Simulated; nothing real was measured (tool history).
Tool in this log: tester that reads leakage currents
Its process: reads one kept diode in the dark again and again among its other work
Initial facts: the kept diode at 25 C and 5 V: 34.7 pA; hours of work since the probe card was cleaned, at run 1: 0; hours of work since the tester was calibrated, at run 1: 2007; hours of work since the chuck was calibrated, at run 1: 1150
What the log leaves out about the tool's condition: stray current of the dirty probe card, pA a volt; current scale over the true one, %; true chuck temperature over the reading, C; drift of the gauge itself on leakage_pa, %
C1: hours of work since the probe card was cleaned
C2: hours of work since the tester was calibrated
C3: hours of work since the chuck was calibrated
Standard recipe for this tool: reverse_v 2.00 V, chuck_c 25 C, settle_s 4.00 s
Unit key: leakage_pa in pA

{"run": 1, "hour": 0.0, "reverse_v": 2.0, "chuck_c": 25, "settle_s": 4.0, "C1": 0, "C2": 2007, "C3": 1150, "leakage_pa": 18.94}
{"run": 2, "hour": 262.5, "reverse_v": 2.0, "chuck_c": 25, "settle_s": 4.0, "C1": 187, "C2": 2195, "C3": 1338, "leakage_pa": 18.85}
{"hour": 405.6, "done": "chuck's temperature calibrated"}
{"run": 3, "hour": 494.5, "reverse_v": 2.0, "chuck_c": 29, "settle_s": 4.0, "C1": 352, "C2": 2359, "C3": 63, "leakage_pa": 24.11}
{"run": 4, "hour": 772.8, "reverse_v": 2.0, "chuck_c": 29, "settle_s": 4.0, "C1": 550, "C2": 2558, "C3": 262, "leakage_pa": 23.73}
{"run": 5, "hour": 993.5, "reverse_v": 2.0, "chuck_c": 29, "settle_s": 4.0, "C1": 708, "C2": 2715, "C3": 420, "leakage_pa": 23.8}
{"run": 6, "hour": 1176.2, "reverse_v": 2.0, "chuck_c": 25, "settle_s": 4.0, "C1": 838, "C2": 2845, "C3": 550, "leakage_pa": 17.03}
{"hour": 1239.3, "done": "chuck's temperature calibrated, once more"}
{"run": 7, "hour": 1454.7, "reverse_v": 2.0, "chuck_c": 25, "settle_s": 4.0, "C1": 1035, "C2": 3043, "C3": 154, "leakage_pa": 22.17}
{"run": 8, "hour": 1637.7, "reverse_v": 2.15, "chuck_c": 21, "settle_s": 3.23, "C1": 1166, "C2": 3173, "C3": 284, "leakage_pa": 16.76}
{"run": 9, "hour": 1866.2, "reverse_v": 2.15, "chuck_c": 21, "settle_s": 3.23, "C1": 1329, "C2": 3337, "C3": 447, "leakage_pa": 16.66}
{"run": 10, "hour": 2098.7, "reverse_v": 2.0, "chuck_c": 52, "settle_s": 0.51, "C1": 1495, "C2": 3502, "C3": 613, "leakage_pa": 169.15}
{"run": 11, "hour": 2216.0, "reverse_v": 7.47, "chuck_c": 52, "settle_s": 0.51, "C1": 1579, "C2": 3586, "C3": 697, "leakage_pa": 345.38}
{"run": 12, "hour": 2458.1, "reverse_v": 15.67, "chuck_c": 25, "settle_s": 0.43, "C1": 1752, "C2": 3759, "C3": 870, "leakage_pa": 85.45}
{"run": 13, "hour": 2634.5, "reverse_v": 6.06, "chuck_c": 25, "settle_s": 0.43, "C1": 1878, "C2": 3885, "C3": 996, "leakage_pa": 45.32}
{"hour": 2704.7, "done": "probe card cleaned and baked"}
{"hour": 2765.5, "done": "tester calibrated"}
{"run": 14, "hour": 2803.5, "reverse_v": 2.16, "chuck_c": 21, "settle_s": 4.78, "C1": 69, "C2": 27, "C3": 1113, "leakage_pa": 14.19}

Below are 4 alternative next runs, each starting from the tool's condition after run 14. Predict each:
{"run": "A", "hour": 3030.0, "reverse_v": 16.84, "chuck_c": 45, "settle_s": 8.97, "C1": 231, "C2": 189, "C3": 1275, "leakage_pa": "?"}
{"run": "B", "hour": 3030.0, "reverse_v": 2.0, "chuck_c": 22, "settle_s": 0.41, "C1": 231, "C2": 189, "C3": 1275, "leakage_pa": "?"}
{"run": "C", "hour": 3030.0, "reverse_v": 19.02, "chuck_c": 36, "settle_s": 4.78, "C1": 231, "C2": 189, "C3": 1275, "leakage_pa": "?"}
{"run": "D", "hour": 3030.0, "reverse_v": 13.5, "chuck_c": 36, "settle_s": 1.83, "C1": 231, "C2": 189, "C3": 1275, "leakage_pa": "?"}

run=A leakage_pa=297.88
run=B leakage_pa=15.92
run=C leakage_pa=159.28
run=D leakage_pa=133.74
With the hidden condition removed and each run's random variation left untouched, the same runs would have given:
run=A leakage_pa=331.37
run=B leakage_pa=17.65
run=C leakage_pa=176.27
run=D leakage_pa=148.35

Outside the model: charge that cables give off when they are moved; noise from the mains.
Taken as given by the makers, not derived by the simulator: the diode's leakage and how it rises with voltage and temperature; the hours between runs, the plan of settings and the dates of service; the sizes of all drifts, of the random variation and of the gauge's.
